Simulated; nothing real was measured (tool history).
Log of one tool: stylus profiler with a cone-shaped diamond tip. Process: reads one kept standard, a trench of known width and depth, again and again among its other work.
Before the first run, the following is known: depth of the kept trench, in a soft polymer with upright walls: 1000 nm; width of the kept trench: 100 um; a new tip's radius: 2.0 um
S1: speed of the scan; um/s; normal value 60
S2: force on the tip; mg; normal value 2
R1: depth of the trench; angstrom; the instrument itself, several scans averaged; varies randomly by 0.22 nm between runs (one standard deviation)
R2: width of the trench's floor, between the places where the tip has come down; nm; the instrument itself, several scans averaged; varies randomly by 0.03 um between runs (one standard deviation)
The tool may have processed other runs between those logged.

run,hour,S1,S2,R1,R2
1,0,60,2,10051.7,96070
2,54.5,60,2,10056.6,96070
3,135,60,2,10051.9,96050
4,220.8,60,2,10054.1,96090
5,272.2,60,2,10051.7,96130
6,360.8,60,2,10053.7,96100
7,446.1,60,2,10051,96100
8,515.4,60,4.22,10091.6,96230
9,584.3,60,4.22,10091.3,96260
10,655.2,60,1.92,10049.5,96100
11,695.7,60,2.1,10055.5,96140
12,747,60,2.1,10054.5,96100
13,804.6,19,2,10049.8,96420
14,857.9,95,2,10050.5,95880
15,905.7,95,2,10054.7,95850
16,953.6,99,2,10051.6,95810
17,1016.6,60,2,10049.6,96080
18,1062.6,18,2,10053.8,96430
19,1111.8,18,2,10051,96410
20,1202.6,18,2,10050.2,96400
21,1256.9,60,4.17,10085.3,96170
22,1303.2,61,2,10052.8,96110
23,1374.5,61,4.15,10084.9,96220
24,1458.1,61,4.22,10087.3,96220
25,1531.2,42,1.18,10037.4,96160
26,1594.4,31,0.84,10028.4,96160
27,1638.8,29,0.97,10036.3,96210
28,1702.7,59,0.78,10029,95830
29,1765.3,19,5.84,10109.1,96410
30,1807.7,35,1.12,10035.5,96120
31,1902.6,227,0.75,10026.8,93930
32,1955.3,227,0.75,10022.6,93940
33,2034.8,112,0.75,10025.9,95250
34,2105.2,112,0.75,10029.3,95200
# hour 2179.1: height scale calibrated on a step standard
35,2199.8,24,2.12,10056.5,96390
36,2263.8,24,2.12,10056,96370
37,2350,48,1.4,10040.6,96110
38,2415.1,33,0.97,10034,96190
39,2483,50,5.25,10104.2,96280
40,2578.2,50,5.25,10103.4,96320
41,2637.2,17,0.73,10024.2,96280
42,2728.2,22,3.13,10072.2,96370
43,2788.1,22,3.13,10074.9,96380
44,2841.3,193,1.2,10041.6,94760
45,2909.1,18,2.42,10057.9,96390
46,2974.3,30,5.38,10105.5,96390
47,3051.8,33,1.7,10051.2,96280

3 options for the next run, each taken on its own from the tool as it stands now. Forecast them:
A,3136.4,20,5.32,?,?
B,3136.4,167,1.24,?,?
C,3136.4,29,3.44,?,?

run,R1,R2
A,10102.3,96450
B,10038.5,95000
C,10078.5,96380
Stripped of hidden state, with their random variation kept, the same runs would have yielded:
run,R1,R2
A,10102.6,96470
B,10038.8,95020
C,10078.7,96400
